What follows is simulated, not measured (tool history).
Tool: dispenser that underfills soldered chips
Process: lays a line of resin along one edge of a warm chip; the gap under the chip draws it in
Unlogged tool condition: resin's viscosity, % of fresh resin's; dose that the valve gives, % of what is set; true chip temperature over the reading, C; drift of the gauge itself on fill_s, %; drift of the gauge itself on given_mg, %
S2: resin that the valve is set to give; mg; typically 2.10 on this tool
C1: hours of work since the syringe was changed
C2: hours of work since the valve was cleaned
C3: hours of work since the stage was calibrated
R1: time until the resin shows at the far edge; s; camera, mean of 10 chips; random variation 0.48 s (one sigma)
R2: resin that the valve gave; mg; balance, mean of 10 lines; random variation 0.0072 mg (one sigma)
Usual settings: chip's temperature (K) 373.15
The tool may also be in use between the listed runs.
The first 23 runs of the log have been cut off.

{"hour": 226.0, "done": "new syringe of resin"}
{"run": 24, "hour": 228.8, "chip's temperature (K)": 375.15, "S2": 2.24, "C1": 2, "C2": 24, "C3": 355, "R1": 43.3, "R2": 2.233}
{"run": 25, "hour": 235.2, "chip's temperature (K)": 364.15, "S2": 2.13, "C1": 7, "C2": 29, "C3": 359, "R1": 87.9, "R2": 2.114}
{"hour": 236.9, "done": "new syringe of resin"}
{"hour": 247.6, "done": "new syringe of resin"}
{"run": 26, "hour": 247.7, "chip's temperature (K)": 365.15, "S2": 1.99, "C1": 0, "C2": 38, "C3": 369, "R1": 51.9, "R2": 1.96}
{"run": 27, "hour": 253.5, "chip's temperature (K)": 365.15, "S2": 1.99, "C1": 5, "C2": 42, "C3": 373, "R1": 72.0, "R2": 1.954}
{"hour": 258.8, "done": "new syringe of resin"}
{"run": 28, "hour": 261.8, "chip's temperature (K)": 365.15, "S2": 1.99, "C1": 2, "C2": 48, "C3": 379, "R1": 60.3, "R2": 1.952}
{"run": 29, "hour": 268.6, "chip's temperature (K)": 365.15, "S2": 1.99, "C1": 7, "C2": 53, "C3": 384, "R1": 90.0, "R2": 1.948}
{"hour": 269.6, "done": "new syringe of resin"}
{"hour": 279.8, "done": "new syringe of resin"}
{"run": 30, "hour": 280.9, "chip's temperature (K)": 382.15, "S2": 2.54, "C1": 1, "C2": 62, "C3": 393, "R1": 29.8, "R2": 2.479}
{"hour": 290.5, "done": "new syringe of resin"}
{"run": 31, "hour": 293.3, "chip's temperature (K)": 382.15, "S2": 2.54, "C1": 2, "C2": 71, "C3": 402, "R1": 33.6, "R2": 2.489}
{"hour": 301.4, "done": "new syringe of resin"}
{"run": 32, "hour": 301.4, "chip's temperature (K)": 381.15, "S2": 2.34, "C1": 0, "C2": 77, "C3": 408, "R1": 30.0, "R2": 2.289}
{"hour": 312.6, "done": "new syringe of resin"}
{"run": 33, "hour": 313.9, "chip's temperature (K)": 381.15, "S2": 2.34, "C1": 1, "C2": 87, "C3": 417, "R1": 32.7, "R2": 2.272}
{"hour": 323.7, "done": "new syringe of resin"}
{"run": 34, "hour": 325.2, "chip's temperature (K)": 373.15, "S2": 1.94, "C1": 1, "C2": 95, "C3": 426, "R1": 42.8, "R2": 1.879}

4 options for the next run, each taken on its own from the tool as it stands now. Forecast them:
{"hour": 327.0, "done": "dispensing valve cleaned and set on the balance"}
{"hour": 335.7, "done": "new syringe of resin"}
{"run": "A", "hour": 335.9, "chip's temperature (K)": 364.15, "S2": 2.3, "C1": 0, "C2": 7, "C3": 433, "R1": "?", "R2": "?"}
{"hour": 327.0, "done": "dispensing valve cleaned and set on the balance"}
{"hour": 335.7, "done": "new syringe of resin"}
{"run": "B", "hour": 335.9, "chip's temperature (K)": 373.15, "S2": 1.98, "C1": 0, "C2": 7, "C3": 433, "R1": "?", "R2": "?"}
{"hour": 327.0, "done": "dispensing valve cleaned and set on the balance"}
{"hour": 335.7, "done": "new syringe of resin"}
{"run": "C", "hour": 335.9, "chip's temperature (K)": 361.15, "S2": 2.39, "C1": 0, "C2": 7, "C3": 433, "R1": "?", "R2": "?"}
{"hour": 327.0, "done": "dispensing valve cleaned and set on the balance"}
{"hour": 335.7, "done": "new syringe of resin"}
{"run": "D", "hour": 335.9, "chip's temperature (K)": 377.15, "S2": 2.35, "C1": 0, "C2": 7, "C3": 433, "R1": "?", "R2": "?"}

run=A R1=51.4 R2=2.305
run=B R1=40.4 R2=1.976
run=C R1=57.5 R2=2.403
run=D R1=34.1 R2=2.342
What these runs would have given with no unlogged condition in the tool:
run=A R1=49.3 R2=2.305
run=B R1=38.8 R2=1.977
run=C R1=55.1 R2=2.403
run=D R1=32.7 R2=2.342
